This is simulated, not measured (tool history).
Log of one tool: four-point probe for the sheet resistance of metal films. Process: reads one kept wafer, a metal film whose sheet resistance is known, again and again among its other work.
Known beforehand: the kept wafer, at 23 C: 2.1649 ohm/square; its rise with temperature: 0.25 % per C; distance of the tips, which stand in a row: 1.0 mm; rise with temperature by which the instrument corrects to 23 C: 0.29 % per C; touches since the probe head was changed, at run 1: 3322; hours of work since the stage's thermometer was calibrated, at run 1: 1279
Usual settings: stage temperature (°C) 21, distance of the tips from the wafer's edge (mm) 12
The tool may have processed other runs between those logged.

| run | hour | stage temperature (°C) | distance of the tips from the wafer's edge (mm) | touches since the probe head was changed | hours of work since the stage's thermometer was calibrated | sheet resistance as the instrument gives it (ohm/square) |
|---|---|---|---|---|---|---|
| 1 | 0.0 | 21 | 12 | 3322 | 1279 | 2.182250 |
| 2 | 15.9 | 21 | 12 | 3546 | 1288 | 2.181827 |
| 3 | 34.7 | 21 | 15 | 3812 | 1298 | 2.179071 |
| 4 | 51.4 | 23 | 12 | 4047 | 1307 | 2.180507 |
| 5 | 68.1 | 23 | 12 | 4283 | 1316 | 2.180652 |
|  | 69.9 | stage's thermometer calibrated |
| 6 | 85.0 | 21 | 34 | 4514 | 8 | 2.177319 |
| 7 | 109.0 | 21 | 11 | 4852 | 21 | 2.185904 |
| 8 | 120.8 | 20 | 5 | 5018 | 27 | 2.223532 |
| 9 | 139.4 | 28 | 14 | 5280 | 37 | 2.175964 |
| 10 | 166.2 | 24 | 12 | 5658 | 52 | 2.181156 |

Results for each run, recomputed without the tool's hidden state and with each run's random variation untouched:
Unlogged tool condition in this case: inner tips' distance over the nominal, %; tips' flats over new ones', %; wafer's true temperature over the reading, C; drift of the gauge itself on sheet_ohm, %.
| run | sheet resistance as the instrument gives it (ohm/square) |
|---|---|
| 1 | 2.174737 |
| 2 | 2.174262 |
| 3 | 2.171451 |
| 4 | 2.172839 |
| 5 | 2.172926 |
| 6 | 2.167783 |
| 7 | 2.176252 |
| 8 | 2.213667 |
| 9 | 2.166334 |
| 10 | 2.171367 |
